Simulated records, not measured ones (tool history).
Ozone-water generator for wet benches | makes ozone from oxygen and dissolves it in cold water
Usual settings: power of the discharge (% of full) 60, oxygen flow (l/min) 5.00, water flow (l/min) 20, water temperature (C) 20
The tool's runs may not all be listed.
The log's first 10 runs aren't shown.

run,hour,power of the discharge (% of full),oxygen flow (l/min),water flow (l/min),water temperature (C),dissolved ozone (ppm),ozone in the gas ahead of the water (g/m3)
11,1218.8,60,5.00,20,20,20.5,181.7
# hour 1232.2: water thermometer calibrated
12,1354.6,60,5.00,20,17,21.3,179.2
13,1456.0,60,5.00,20,17,21.2,180.0
14,1547.7,60,5.00,20,17,21.0,178.8
# hour 1601.9: water thermometer calibrated, once more
15,1713.3,60,5.00,20,17,20.9,178.2
16,1816.5,60,5.00,20,17,20.8,176.7
17,1925.5,60,5.00,20,17,20.8,176.6
18,2014.7,76,4.20,24,14,19.9,218.4
19,2105.4,76,4.20,24,14,19.9,213.7
20,2237.7,68,4.20,21,14,20.9,199.6
21,2368.5,60,8.96,20,27,17.2,132.9
22,2514.5,60,8.96,20,27,16.9,132.6
23,2637.5,60,8.96,20,27,17.2,131.8
24,2798.3,60,3.78,12,20,26.6,191.2
25,2877.6,71,3.78,12,20,29.1,209.0
26,3013.4,71,5.78,12,18,29.7,170.4
27,3157.8,69,4.59,20,17,20.9,187.9
28,3314.8,69,4.59,20,17,20.4,184.9
29,3444.3,60,5.00,15,20,22.8,166.3
30,3587.6,60,5.00,15,20,22.1,163.5
31,3746.1,70,3.79,15,20,23.3,198.8
32,3906.2,70,3.79,15,20,23.3,196.7
# hour 3962.5: contactor cleaned
33,4055.9,70,3.79,15,20,23.8,196.6

3 ways to go on from here, each from the tool as it stands after run 33. What would each give?
A,4216.8,60,3.12,20,20,?,?
B,4216.8,60,5.00,20,15,?,?
C,4216.8,66,5.96,13,20,?,?

run,dissolved ozone (ppm),ozone in the gas ahead of the water (g/m3)
A,17.5,194.9
B,19.8,158.5
C,25.4,153.2
Without the tool's hidden state the same runs would have given:
run,dissolved ozone (ppm),ozone in the gas ahead of the water (g/m3)
A,24.4,271.4
B,27.7,220.7
C,36.3,217.3
